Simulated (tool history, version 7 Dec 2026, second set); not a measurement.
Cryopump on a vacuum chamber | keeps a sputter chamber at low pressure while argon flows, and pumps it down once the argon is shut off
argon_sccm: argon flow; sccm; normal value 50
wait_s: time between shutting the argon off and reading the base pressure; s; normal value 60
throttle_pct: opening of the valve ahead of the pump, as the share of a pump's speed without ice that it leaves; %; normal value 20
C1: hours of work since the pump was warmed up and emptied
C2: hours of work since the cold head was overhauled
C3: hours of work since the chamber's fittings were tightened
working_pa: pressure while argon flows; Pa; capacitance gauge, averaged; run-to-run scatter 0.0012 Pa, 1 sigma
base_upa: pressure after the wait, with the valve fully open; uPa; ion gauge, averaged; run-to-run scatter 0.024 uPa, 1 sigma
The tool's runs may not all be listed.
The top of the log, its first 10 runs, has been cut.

run 11 hour=126.8 | argon_sccm=36 wait_s=60 throttle_pct=20 | C1=449 C2=449 C3=965 | working_pa=0.1992 base_upa=2.50
run 12 hour=133.8 | argon_sccm=50 wait_s=60 throttle_pct=20 | C1=452 C2=452 C3=969 | working_pa=0.2759 base_upa=2.40
run 13 hour=149.6 | argon_sccm=50 wait_s=187 throttle_pct=20 | C1=461 C2=461 C3=978 | working_pa=0.2784 base_upa=1.95
run 14 hour=160.8 | argon_sccm=50 wait_s=292 throttle_pct=20 | C1=467 C2=467 C3=984 | working_pa=0.2762 base_upa=1.83
run 15 hour=169.5 | argon_sccm=50 wait_s=292 throttle_pct=20 | C1=472 C2=472 C3=989 | working_pa=0.2767 base_upa=1.98
run 16 hour=183.5 | argon_sccm=94 wait_s=60 throttle_pct=20 | C1=480 C2=480 C3=996 | working_pa=0.5205 base_upa=2.52
run 17 hour=191.3 | argon_sccm=94 wait_s=60 throttle_pct=20 | C1=484 C2=484 C3=1001 | working_pa=0.5200 base_upa=2.48
run 18 hour=199.6 | argon_sccm=94 wait_s=152 throttle_pct=20 | C1=489 C2=489 C3=1005 | working_pa=0.5178 base_upa=2.10
run 19 hour=212.6 | argon_sccm=94 wait_s=152 throttle_pct=20 | C1=496 C2=496 C3=1012 | working_pa=0.5178 base_upa=2.14
run 20 hour=226.0 | argon_sccm=50 wait_s=60 throttle_pct=32 | C1=503 C2=503 C3=1020 | working_pa=0.1761 base_upa=2.66
run 21 hour=233.1 | argon_sccm=50 wait_s=60 throttle_pct=30 | C1=507 C2=507 C3=1024 | working_pa=0.1887 base_upa=2.66
run 22 hour=240.3 | argon_sccm=95 wait_s=132 throttle_pct=22 | C1=511 C2=511 C3=1028 | working_pa=0.4853 base_upa=2.18
run 23 hour=257.0 | argon_sccm=61 wait_s=60 throttle_pct=21 | C1=520 C2=520 C3=1037 | working_pa=0.3238 base_upa=2.60
run 24 hour=271.6 | argon_sccm=87 wait_s=94 throttle_pct=21 | C1=528 C2=528 C3=1045 | working_pa=0.4633 base_upa=2.30
run 25 hour=286.4 | argon_sccm=87 wait_s=94 throttle_pct=21 | C1=536 C2=536 C3=1053 | working_pa=0.4618 base_upa=2.39
run 26 hour=303.6 | argon_sccm=31 wait_s=40 throttle_pct=25 | C1=546 C2=546 C3=1062 | working_pa=0.1400 base_upa=3.10
run 27 hour=317.4 | argon_sccm=44 wait_s=25 throttle_pct=20 | C1=553 C2=553 C3=1070 | working_pa=0.2448 base_upa=3.61
run 28 hour=330.7 | argon_sccm=82 wait_s=61 throttle_pct=49 | C1=560 C2=560 C3=1077 | working_pa=0.1965 base_upa=2.68
run 29 hour=345.3 | argon_sccm=53 wait_s=150 throttle_pct=18 | C1=568 C2=568 C3=1085 | working_pa=0.3259 base_upa=2.27
run 30 hour=355.1 | argon_sccm=30 wait_s=88 throttle_pct=21 | C1=574 C2=574 C3=1090 | working_pa=0.1597 base_upa=2.44
run 31 hour=368.6 | argon_sccm=30 wait_s=88 throttle_pct=21 | C1=581 C2=581 C3=1098 | working_pa=0.1600 base_upa=2.53
run 32 hour=384.9 | argon_sccm=30 wait_s=220 throttle_pct=26 | C1=590 C2=590 C3=1107 | working_pa=0.1306 base_upa=2.28
run 33 hour=396.8 | argon_sccm=90 wait_s=102 throttle_pct=23 | C1=597 C2=597 C3=1113 | working_pa=0.4389 base_upa=2.62
run 34 hour=404.0 | argon_sccm=50 wait_s=60 throttle_pct=19 | C1=601 C2=601 C3=1117 | working_pa=0.2950 base_upa=2.75

Forecast each of these 3 alternatives for the next run:
run A hour=416.1 | argon_sccm=35 wait_s=60 throttle_pct=19 | C1=607 C2=607 C3=1124 | working_pa=? base_upa=?
run B hour=416.1 | argon_sccm=50 wait_s=53 throttle_pct=18 | C1=607 C2=607 C3=1124 | working_pa=? base_upa=?
run C hour=416.1 | argon_sccm=26 wait_s=75 throttle_pct=35 | C1=607 C2=607 C3=1124 | working_pa=? base_upa=?

run=A working_pa=0.2065 base_upa=2.77
run=B working_pa=0.3072 base_upa=2.88
run=C working_pa=0.0860 base_upa=2.70
What these runs would have given with no unlogged condition in the tool:
run=A working_pa=0.1982 base_upa=0.90
run=B working_pa=0.2956 base_upa=1.00
run=C working_pa=0.0799 base_upa=0.78

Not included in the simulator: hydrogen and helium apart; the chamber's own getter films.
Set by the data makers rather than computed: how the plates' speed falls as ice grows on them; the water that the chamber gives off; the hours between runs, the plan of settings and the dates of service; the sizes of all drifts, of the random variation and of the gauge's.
